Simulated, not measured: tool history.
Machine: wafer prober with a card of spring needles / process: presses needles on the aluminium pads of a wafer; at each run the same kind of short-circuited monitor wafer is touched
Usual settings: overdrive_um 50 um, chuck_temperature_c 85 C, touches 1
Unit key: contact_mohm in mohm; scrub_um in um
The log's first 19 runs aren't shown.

At hour 738: tips cleaned on abrasive film.
Run 20, hour 748.5: usual settings but overdrive_um 48 um, chuck_temperature_c 44 C, touches 2. Result: contact_mohm 156 mohm, scrub_um 11.86 um.
At hour 761.7: tips cleaned on abrasive film.
At hour 771.4: height of the first contact set anew.
Run 21, hour 775.9: usual settings but overdrive_um 57 um, chuck_temperature_c 71 C, touches 2. Result: contact_mohm 149 mohm, scrub_um 14.93 um.
At hour 785.8: tips cleaned on abrasive film.
At hour 809.6: tips cleaned on abrasive film.
Run 22, hour 830.9: usual settings but overdrive_um 57 um, chuck_temperature_c 71 C, touches 2. Result: contact_mohm 153 mohm, scrub_um 15.09 um.
At hour 835.1: tips cleaned on abrasive film.
At hour 857.4: tips cleaned on abrasive film.
Run 23, hour 866.9: usual settings but overdrive_um 38 um, chuck_temperature_c 32 C. Result: contact_mohm 186 mohm, scrub_um 10.16 um.
At hour 882.2: tips cleaned on abrasive film.
At hour 906.1: tips cleaned on abrasive film.
Run 24, hour 911.8: usual settings but overdrive_um 56 um, chuck_temperature_c 70 C. Result: contact_mohm 154 mohm, scrub_um 14.71 um.
At hour 931.1: tips cleaned on abrasive film.
At hour 953.1: tips cleaned on abrasive film.
Run 25, hour 962.5: usual settings but overdrive_um 56 um, chuck_temperature_c 70 C. Result: contact_mohm 159 mohm, scrub_um 14.4 um.
At hour 977: tips cleaned on abrasive film.
At hour 999.8: tips cleaned on abrasive film.
Run 26, hour 1017.9: usual settings but overdrive_um 56 um, chuck_temperature_c 70 C. Result: contact_mohm 167 mohm, scrub_um 14.69 um.
At hour 1021.9: tips cleaned on abrasive film.
At hour 1044.3: tips cleaned on abrasive film.
Run 27, hour 1049.9: usual settings but overdrive_um 56 um, chuck_temperature_c 70 C. Result: contact_mohm 153 mohm, scrub_um 14.74 um.
At hour 1066.7: tips cleaned on abrasive film.
At hour 1090.8: tips cleaned on abrasive film.
Run 28, hour 1090.8: usual settings but overdrive_um 56 um, chuck_temperature_c 70 C. Result: contact_mohm 141 mohm, scrub_um 14.41 um.
At hour 1113.2: tips cleaned on abrasive film.
Run 29, hour 1125.8: usual settings but chuck_temperature_c 114 C, touches 2. Result: contact_mohm 167 mohm, scrub_um 12.71 um.
At hour 1136.3: tips cleaned on abrasive film.
At hour 1160.2: tips cleaned on abrasive film.
Run 30, hour 1161.8: usual settings but overdrive_um 44 um, chuck_temperature_c 65 C, touches 2. Result: contact_mohm 148 mohm, scrub_um 10.99 um.
At hour 1183.3: tips cleaned on abrasive film.
At hour 1205.8: tips cleaned on abrasive film.
Run 31, hour 1206.9: usual settings but overdrive_um 34 um, chuck_temperature_c 35 C. Result: contact_mohm 163 mohm, scrub_um 8.21 um.
At hour 1229.7: tips cleaned on abrasive film.
Run 32, hour 1239.8: usual settings but overdrive_um 34 um, chuck_temperature_c 70 C. Result: contact_mohm 213 mohm, scrub_um 8.49 um.

Forecast each of these 3 alternatives for the next run:
At hour 1253.8: tips cleaned on abrasive film.
Run A, hour 1271.7: usual settings but overdrive_um 34 um, chuck_temperature_c 70 C, touches 2. Result: contact_mohm ?, scrub_um ?.
At hour 1253.8: tips cleaned on abrasive film.
Run B, hour 1271.7: usual settings but overdrive_um 45 um, chuck_temperature_c 35 C, touches 3. Result: contact_mohm ?, scrub_um ?.
At hour 1253.8: tips cleaned on abrasive film.
Run C, hour 1271.7: usual settings but overdrive_um 44 um, chuck_temperature_c 70 C. Result: contact_mohm ?, scrub_um ?.

run  contact_mohm  scrub_um
  A           195      8.31
  B           153     11.53
  C           189     11.21
Stripped of hidden state, with their random variation kept, the same runs would have yielded:
run  contact_mohm  scrub_um
  A           143      8.89
  B           133     12.11
  C           138      11.8
